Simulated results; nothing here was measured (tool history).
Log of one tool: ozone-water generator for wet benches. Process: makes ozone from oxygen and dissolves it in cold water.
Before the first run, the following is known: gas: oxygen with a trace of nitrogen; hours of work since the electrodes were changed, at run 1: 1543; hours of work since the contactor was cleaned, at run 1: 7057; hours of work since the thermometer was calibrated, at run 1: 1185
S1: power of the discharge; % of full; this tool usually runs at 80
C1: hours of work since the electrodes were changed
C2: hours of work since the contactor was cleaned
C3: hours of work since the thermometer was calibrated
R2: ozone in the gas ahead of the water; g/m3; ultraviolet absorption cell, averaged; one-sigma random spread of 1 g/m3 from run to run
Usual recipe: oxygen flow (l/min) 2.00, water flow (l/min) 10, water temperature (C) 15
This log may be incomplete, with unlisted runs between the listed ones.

{"run": 1, "hour": 0.0, "S1": 80, "oxygen flow (l/min)": 2.0, "water flow (l/min)": 10, "water temperature (C)": 15, "C1": 1543, "C2": 7057, "C3": 1185, "dissolved ozone (ppm)": 18.7, "R2": 177.3}
{"run": 2, "hour": 74.5, "S1": 80, "oxygen flow (l/min)": 2.0, "water flow (l/min)": 10, "water temperature (C)": 15, "C1": 1607, "C2": 7121, "C3": 1249, "dissolved ozone (ppm)": 18.8, "R2": 177.0}
{"run": 3, "hour": 129.1, "S1": 80, "oxygen flow (l/min)": 2.0, "water flow (l/min)": 10, "water temperature (C)": 15, "C1": 1654, "C2": 7168, "C3": 1296, "dissolved ozone (ppm)": 18.6, "R2": 175.8}
{"run": 4, "hour": 229.2, "S1": 80, "oxygen flow (l/min)": 2.0, "water flow (l/min)": 10, "water temperature (C)": 15, "C1": 1740, "C2": 7254, "C3": 1382, "dissolved ozone (ppm)": 19.0, "R2": 178.4}
{"run": 5, "hour": 324.7, "S1": 80, "oxygen flow (l/min)": 2.0, "water flow (l/min)": 10, "water temperature (C)": 15, "C1": 1822, "C2": 7336, "C3": 1464, "dissolved ozone (ppm)": 19.0, "R2": 179.4}
{"run": 6, "hour": 409.0, "S1": 67, "oxygen flow (l/min)": 2.0, "water flow (l/min)": 10, "water temperature (C)": 15, "C1": 1894, "C2": 7408, "C3": 1537, "dissolved ozone (ppm)": 16.3, "R2": 153.6}
{"run": 7, "hour": 488.4, "S1": 80, "oxygen flow (l/min)": 2.0, "water flow (l/min)": 10, "water temperature (C)": 7, "C1": 1963, "C2": 7476, "C3": 1605, "dissolved ozone (ppm)": 20.6, "R2": 178.5}
{"run": 8, "hour": 538.1, "S1": 80, "oxygen flow (l/min)": 2.0, "water flow (l/min)": 10, "water temperature (C)": 15, "C1": 2005, "C2": 7519, "C3": 1648, "dissolved ozone (ppm)": 18.8, "R2": 179.1}
{"run": 9, "hour": 613.6, "S1": 80, "oxygen flow (l/min)": 2.0, "water flow (l/min)": 8, "water temperature (C)": 15, "C1": 2070, "C2": 7584, "C3": 1712, "dissolved ozone (ppm)": 23.0, "R2": 179.1}
{"run": 10, "hour": 667.7, "S1": 80, "oxygen flow (l/min)": 2.0, "water flow (l/min)": 8, "water temperature (C)": 15, "C1": 2117, "C2": 7630, "C3": 1759, "dissolved ozone (ppm)": 22.8, "R2": 179.1}
{"run": 11, "hour": 722.8, "S1": 49, "oxygen flow (l/min)": 2.0, "water flow (l/min)": 10, "water temperature (C)": 15, "C1": 2164, "C2": 7678, "C3": 1806, "dissolved ozone (ppm)": 12.7, "R2": 118.7}
{"run": 12, "hour": 782.4, "S1": 49, "oxygen flow (l/min)": 2.0, "water flow (l/min)": 10, "water temperature (C)": 15, "C1": 2215, "C2": 7729, "C3": 1857, "dissolved ozone (ppm)": 12.7, "R2": 117.9}
{"run": 13, "hour": 839.4, "S1": 57, "oxygen flow (l/min)": 2.85, "water flow (l/min)": 14, "water temperature (C)": 12, "C1": 2264, "C2": 7778, "C3": 1906, "dissolved ozone (ppm)": 10.8, "R2": 112.4}
{"run": 14, "hour": 939.0, "S1": 86, "oxygen flow (l/min)": 1.59, "water flow (l/min)": 12, "water temperature (C)": 22, "C1": 2350, "C2": 7863, "C3": 1992, "dissolved ozone (ppm)": 15.1, "R2": 215.6}
{"run": 15, "hour": 984.0, "S1": 80, "oxygen flow (l/min)": 1.35, "water flow (l/min)": 10, "water temperature (C)": 16, "C1": 2388, "C2": 7902, "C3": 2031, "dissolved ozone (ppm)": 17.7, "R2": 223.9}
{"run": 16, "hour": 1068.8, "S1": 80, "oxygen flow (l/min)": 2.0, "water flow (l/min)": 9, "water temperature (C)": 15, "C1": 2461, "C2": 7975, "C3": 2103, "dissolved ozone (ppm)": 20.4, "R2": 181.3}
{"run": 17, "hour": 1113.0, "S1": 90, "oxygen flow (l/min)": 2.23, "water flow (l/min)": 10, "water temperature (C)": 15, "C1": 2499, "C2": 8013, "C3": 2141, "dissolved ozone (ppm)": 20.9, "R2": 188.6}
{"run": 18, "hour": 1185.6, "S1": 90, "oxygen flow (l/min)": 2.23, "water flow (l/min)": 7, "water temperature (C)": 15, "C1": 2561, "C2": 8075, "C3": 2204, "dissolved ozone (ppm)": 27.6, "R2": 185.5}
{"run": 19, "hour": 1274.5, "S1": 90, "oxygen flow (l/min)": 2.23, "water flow (l/min)": 10, "water temperature (C)": 17, "C1": 2638, "C2": 8152, "C3": 2280, "dissolved ozone (ppm)": 20.4, "R2": 188.9}
{"run": 20, "hour": 1341.3, "S1": 41, "oxygen flow (l/min)": 1.22, "water flow (l/min)": 8, "water temperature (C)": 7, "C1": 2695, "C2": 8209, "C3": 2338, "dissolved ozone (ppm)": 13.4, "R2": 137.0}
{"run": 21, "hour": 1389.8, "S1": 80, "oxygen flow (l/min)": 1.3, "water flow (l/min)": 10, "water temperature (C)": 15, "C1": 2737, "C2": 8251, "C3": 2379, "dissolved ozone (ppm)": 17.4, "R2": 229.8}

Alternative continuations, all from the tool just after run 21; predict every row:
{"run": "A", "hour": 1452.9, "S1": 55, "oxygen flow (l/min)": 1.3, "water flow (l/min)": 10, "water temperature (C)": 15, "C1": 2791, "C2": 8305, "C3": 2433, "dissolved ozone (ppm)": "?", "R2": "?"}
{"run": "B", "hour": 1452.9, "S1": 80, "oxygen flow (l/min)": 1.3, "water flow (l/min)": 14, "water temperature (C)": 16, "C1": 2791, "C2": 8305, "C3": 2433, "dissolved ozone (ppm)": "?", "R2": "?"}
{"run": "C", "hour": 1452.9, "S1": 49, "oxygen flow (l/min)": 1.3, "water flow (l/min)": 15, "water temperature (C)": 10, "C1": 2791, "C2": 8305, "C3": 2433, "dissolved ozone (ppm)": "?", "R2": "?"}
{"run": "D", "hour": 1452.9, "S1": 80, "oxygen flow (l/min)": 1.54, "water flow (l/min)": 10, "water temperature (C)": 10, "C1": 2791, "C2": 8305, "C3": 2433, "dissolved ozone (ppm)": "?", "R2": "?"}

run=A dissolved_ozone_(ppm)=13.1 R2=166.8
run=B dissolved_ozone_(ppm)=12.0 R2=226.7
run=C dissolved_ozone_(ppm)=7.6 R2=151.2
run=D dissolved_ozone_(ppm)=19.1 R2=208.8
The same runs, with their run-to-run variation unchanged, on a tool lacking any hidden condition would have given:
run=A dissolved_ozone_(ppm)=13.1 R2=163.3
run=B dissolved_ozone_(ppm)=12.0 R2=221.9
run=C dissolved_ozone_(ppm)=7.6 R2=148.0
run=D dissolved_ozone_(ppm)=19.1 R2=204.4
